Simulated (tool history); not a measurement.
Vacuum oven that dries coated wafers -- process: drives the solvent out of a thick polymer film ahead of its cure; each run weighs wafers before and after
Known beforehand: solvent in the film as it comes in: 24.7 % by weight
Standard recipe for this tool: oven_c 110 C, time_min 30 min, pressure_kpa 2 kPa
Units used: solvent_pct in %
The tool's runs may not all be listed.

run    hour  oven_c  time_min  pressure_kpa  solvent_pct
  1       0     110        30             2         6.94
  2    86.9     110        30             2         7.14
  3   168.3     110        30             2         7.02
  4   253.1     110        30             2         7.12
  5     322     110        30             2            7
  6   372.4     110        30             2         6.89
  7   412.6     110        30             2            7
  8   460.3     110        30             2            7
  9   499.2     110        30             2         6.91
 10   588.2     110        30             2         7.09
 11   639.2     108        30             2         7.88
 12   723.1     108        30             2          8.1
 13     780     108        30             2         8.03
 14   855.3     108        27             2         8.54
 15   946.7     118        33          3.65         5.42
 16  1030.5     121        37          1.79         2.79
     1040.4  -- vacuum gauge cleaned of residue and calibrated
 17  1083.1     121        37          1.79         2.95
 18  1165.7     121        18          5.33         8.29
 19  1252.5     121        18          5.33         8.31
 20  1323.5     117        30             2         4.71
     1376.5  -- vacuum gauge cleaned of residue and calibrated, once more
 21  1406.9     113        30          6.67        10.08
 22  1500.1      96        30          6.67        18.68
 23  1566.8      96        30          6.67         18.6
 24  1615.3     110        49          3.03         5.28
 25    1685     110        49          3.03         5.35
 26  1765.4     108        30             2          7.1
 27  1862.4     107        19             2        10.38

Below are 3 alternative next runs, each starting from the tool's condition after run 27. Predict each:
  A  1943.4     109        33          1.61            ?
  B  1943.4     113        30          3.15            ?
  C  1943.4     120        17             2            ?

run  solvent_pct
  A         5.76
  B         6.24
  C         5.55
With no hidden state in the tool, these same runs would have given:
run  solvent_pct
  A          5.8
  B         6.28
  C         5.62

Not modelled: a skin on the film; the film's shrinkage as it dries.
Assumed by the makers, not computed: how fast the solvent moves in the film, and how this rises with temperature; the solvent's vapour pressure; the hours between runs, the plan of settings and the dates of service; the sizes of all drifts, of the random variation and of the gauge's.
